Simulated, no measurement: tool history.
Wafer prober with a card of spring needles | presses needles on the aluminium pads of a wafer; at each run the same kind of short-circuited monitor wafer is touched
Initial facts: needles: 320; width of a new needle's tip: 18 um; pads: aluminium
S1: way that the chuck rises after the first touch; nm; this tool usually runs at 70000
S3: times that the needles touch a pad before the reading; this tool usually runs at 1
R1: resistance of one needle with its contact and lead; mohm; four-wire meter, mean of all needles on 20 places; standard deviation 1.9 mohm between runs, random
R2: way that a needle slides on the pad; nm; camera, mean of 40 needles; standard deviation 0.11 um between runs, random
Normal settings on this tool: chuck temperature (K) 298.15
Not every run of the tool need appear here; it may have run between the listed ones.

run 1 hour=0 | S1=70000 chuck_temperature_(K)=298.15 S3=1 | R1=212 R2=8690
-- hour=4.8 tips cleaned on abrasive film
-- hour=10.7 tips cleaned on abrasive film
-- hour=16.6 tips cleaned on abrasive film
-- hour=22.6 tips cleaned on abrasive film
-- hour=28.5 tips cleaned on abrasive film
run 2 hour=28.8 | S1=70000 chuck_temperature_(K)=298.15 S3=1 | R1=212 R2=8550
-- hour=33.6 tips cleaned on abrasive film
-- hour=39.5 tips cleaned on abrasive film
-- hour=45.5 tips cleaned on abrasive film
-- hour=51.4 tips cleaned on abrasive film
-- hour=57.3 tips cleaned on abrasive film
-- hour=63.3 tips cleaned on abrasive film
-- hour=69.2 tips cleaned on abrasive film
run 3 hour=69.9 | S1=70000 chuck_temperature_(K)=298.15 S3=1 | R1=218 R2=8720
-- hour=74.7 tips cleaned on abrasive film
-- hour=77.3 height of the first contact set anew
-- hour=79.7 tips cleaned on abrasive film
-- hour=85.7 tips cleaned on abrasive film
-- hour=90.4 tips cleaned on abrasive film
-- hour=96.4 tips cleaned on abrasive film
-- hour=102.3 tips cleaned on abrasive film
-- hour=108.2 tips cleaned on abrasive film
run 4 hour=109.3 | S1=70000 chuck_temperature_(K)=298.15 S3=1 | R1=226 R2=9130
-- hour=114.1 tips cleaned on abrasive film
-- hour=120 tips cleaned on abrasive film
-- hour=126 tips cleaned on abrasive film
-- hour=130.8 tips cleaned on abrasive film
-- hour=136.7 tips cleaned on abrasive film
-- hour=142.6 tips cleaned on abrasive film
run 5 hour=145.2 | S1=70000 chuck_temperature_(K)=298.15 S3=1 | R1=239 R2=9070
-- hour=147.7 tips cleaned on abrasive film
-- hour=152.4 tips cleaned on abrasive film
-- hour=158.4 tips cleaned on abrasive film
-- hour=164.3 tips cleaned on abrasive film
-- hour=169.1 tips cleaned on abrasive film
run 6 hour=171.3 | S1=70000 chuck_temperature_(K)=298.15 S3=1 | R1=241 R2=8940
-- hour=174.9 tips cleaned on abrasive film
-- hour=179.7 tips cleaned on abrasive film
-- hour=185.7 tips cleaned on abrasive film
-- hour=190.4 tips cleaned on abrasive film
-- hour=196.4 tips cleaned on abrasive film
-- hour=202.3 tips cleaned on abrasive film
run 7 hour=206.7 | S1=70000 chuck_temperature_(K)=298.15 S3=1 | R1=262 R2=9280
-- hour=208 tips cleaned on abrasive film
-- hour=212.7 tips cleaned on abrasive film
-- hour=218.7 tips cleaned on abrasive film
-- hour=224.6 tips cleaned on abrasive film
-- hour=230.5 tips cleaned on abrasive film
-- hour=236.5 tips cleaned on abrasive film
-- hour=242.4 tips cleaned on abrasive film
run 8 hour=244.7 | S1=70000 chuck_temperature_(K)=298.15 S3=1 | R1=244 R2=8990
-- hour=248.3 tips cleaned on abrasive film
-- hour=254.2 tips cleaned on abrasive film
-- hour=259 tips cleaned on abrasive film
-- hour=264.9 tips cleaned on abrasive film
-- hour=269.7 tips cleaned on abrasive film
-- hour=275.6 tips cleaned on abrasive film
run 9 hour=277 | S1=70000 chuck_temperature_(K)=362.15 S3=1 | R1=242 R2=8860
-- hour=280.6 tips cleaned on abrasive film
-- hour=286.6 tips cleaned on abrasive film
-- hour=292.5 tips cleaned on abrasive film
-- hour=298.5 tips cleaned on abrasive film
-- hour=304.4 tips cleaned on abrasive film
-- hour=310.3 tips cleaned on abrasive film
-- hour=316.3 tips cleaned on abrasive film
-- hour=322.2 tips cleaned on abrasive film
-- hour=327 tips cleaned on abrasive film
-- hour=332.9 tips cleaned on abrasive film
-- hour=338.8 tips cleaned on abrasive film
run 10 hour=340.4 | S1=52000 chuck_temperature_(K)=302.15 S3=2 | R1=237 R2=6440
-- hour=344 tips cleaned on abrasive film
-- hour=349.9 tips cleaned on abrasive film
-- hour=355.9 tips cleaned on abrasive film
-- hour=360.6 tips cleaned on abrasive film
-- hour=366.6 tips cleaned on abrasive film
-- hour=372.5 tips cleaned on abrasive film
-- hour=378.4 tips cleaned on abrasive film
-- hour=384.4 tips cleaned on abrasive film
-- hour=389.1 tips cleaned on abrasive film
-- hour=394.1 tips cleaned on abrasive film
run 11 hour=394.1 | S1=81000 chuck_temperature_(K)=298.15 S3=2 | R1=204 R2=10210
-- hour=400 tips cleaned on abrasive film
-- hour=405.9 tips cleaned on abrasive film
-- hour=411.9 tips cleaned on abrasive film
-- hour=417.8 tips cleaned on abrasive film
-- hour=422.6 tips cleaned on abrasive film
-- hour=428.2 tips cleaned on abrasive film
run 12 hour=428.2 | S1=70000 chuck_temperature_(K)=298.15 S3=2 | R1=209 R2=8660
-- hour=434.2 tips cleaned on abrasive film
-- hour=440.1 tips cleaned on abrasive film
-- hour=446 tips cleaned on abrasive film
-- hour=452 tips cleaned on abrasive film
-- hour=457.9 tips cleaned on abrasive film
-- hour=463.8 tips cleaned on abrasive film
-- hour=468.6 tips cleaned on abrasive film
-- hour=473.4 tips cleaned on abrasive film
-- hour=479.3 tips cleaned on abrasive film
-- hour=485.3 tips cleaned on abrasive film
-- hour=490 tips cleaned on abrasive film
run 13 hour=491.7 | S1=80000 chuck_temperature_(K)=319.15 S3=1 | R1=231 R2=9840

Expected results for the next run?
-- hour=495.3 tips cleaned on abrasive film
-- hour=501.2 tips cleaned on abrasive film
-- hour=506 tips cleaned on abrasive film
-- hour=511.9 tips cleaned on abrasive film
-- hour=517.9 tips cleaned on abrasive film
-- hour=523.8 tips cleaned on abrasive film
-- hour=529.8 tips cleaned on abrasive film
-- hour=535.4 tips cleaned on abrasive film
run 14 hour=535.4 | S1=81000 chuck_temperature_(K)=319.15 S3=1 | R1=? R2=?

Logged for run 14: R1 215 mohm, R2 10160 nm.
Were there no unlogged condition in the tool, this run, its random variation unchanged, would have produced R1 209 mohm, R2 10770 nm.

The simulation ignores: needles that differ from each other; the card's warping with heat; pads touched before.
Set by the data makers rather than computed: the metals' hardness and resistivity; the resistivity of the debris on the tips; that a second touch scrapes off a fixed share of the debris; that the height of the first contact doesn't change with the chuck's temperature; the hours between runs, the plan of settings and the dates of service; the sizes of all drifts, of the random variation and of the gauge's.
